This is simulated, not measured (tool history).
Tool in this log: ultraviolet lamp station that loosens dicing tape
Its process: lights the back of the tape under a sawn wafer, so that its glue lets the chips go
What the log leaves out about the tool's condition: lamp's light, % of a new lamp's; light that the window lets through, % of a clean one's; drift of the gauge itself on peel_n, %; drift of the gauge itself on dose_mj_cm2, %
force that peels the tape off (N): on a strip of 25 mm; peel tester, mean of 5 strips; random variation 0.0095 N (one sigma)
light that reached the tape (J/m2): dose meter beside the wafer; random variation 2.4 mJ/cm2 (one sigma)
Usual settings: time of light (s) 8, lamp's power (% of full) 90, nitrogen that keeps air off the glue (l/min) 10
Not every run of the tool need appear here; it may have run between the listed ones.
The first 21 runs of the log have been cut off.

run     day  time of light (s)  lamp's power (% of full)  nitrogen that keeps air off the glue (l/min)  hours of work of the lamp  hours of work since the window was cleaned  force that peels the tape off (N)  light that reached the tape (J/m2)
 22  18.104                  8                        65                                            10                        462                                          59                              0.878                                1680
 23   18.95                  9                        93                                            10                        472                                          68                              0.357                                2690
 24  19.533                 11                        77                                            17                        478                                          74                              0.275                                2730
 25  20.625                 11                        77                                            17                        490                                          86                              0.257                                2680
 26  21.475                  8                        76                                            10                        499                                          96                              0.682                                1940
 27    22.4                  8                        76                                            10                        510                                         106                              0.701                                1940
 28  22.967                  8                        74                                            18                        516                                         112                               0.56                                1880
 29  23.712                  8                        84                                             5                        524                                         121                               0.84                                2150
 30  24.308                  9                        81                                            13                        531                                         127                              0.426                                2320
 31  25.458                  9                        90                                            18                        543                                         140                              0.316                                2610
 32  26.083                  9                        97                                             8                        550                                         147                              0.422                                2740
 33  27.067                  9                        97                                             8                        561                                         158                               0.43                                2710
 34  27.579                  9                        97                                             8                        567                                         163                              0.409                                2740
 35  28.738                  9                        97                                             8                        580                                         176                              0.447                                2700
 36  29.458                  9                        97                                             8                        588                                         184                              0.442                                2670
 37  30.392                 11                        76                                            14                        598                                         194                              0.347                                2580
 38  31.454                  4                        63                                             7                        610                                         206                              2.223                                 780
 39  32.212                 11                        73                                            18                        618                                         214                              0.311                                2470
 40  33.229                 11                        73                                            18                        629                                         226                              0.326                                2490
 41  34.029                 11                        69                                            20                        638                                         235                              0.367                                2310
 42  34.942                  6                        90                                            15                        648                                         245                              0.801                                1670
 43  35.958                 15                        90                                            19                        659                                         256                              0.125                                4100

Alternative continuations, all from the tool just after run 43; predict every row:
  A  36.525                  6                        78                                            10                        666                                         262                                  ?                                   ?
  B  36.525                  9                        90                                            16                        666                                         262                                  ?                                   ?
  C  36.525                  8                        90                                             4                        666                                         262                                  ?                                   ?
  D  36.525                 11                        81                                             5                        666                                         262                                  ?                                   ?
  E  36.525                 12                        62                                            10                        666                                         262                                  ?                                   ?

run  force that peels the tape off (N)  light that reached the tape (J/m2)
  A                              1.134                                1440
  B                              0.346                                2440
  C                               0.99                                2170
  D                               0.58                                2660
  E                              0.512                                2240
Take away the tool's hidden state, keep each run's random variation, and the runs would have read:
run  force that peels the tape off (N)  light that reached the tape (J/m2)
  A                              0.877                                1710
  B                              0.234                                2910
  C                              0.747                                2580
  D                              0.409                                3180
  E                              0.357                                2680

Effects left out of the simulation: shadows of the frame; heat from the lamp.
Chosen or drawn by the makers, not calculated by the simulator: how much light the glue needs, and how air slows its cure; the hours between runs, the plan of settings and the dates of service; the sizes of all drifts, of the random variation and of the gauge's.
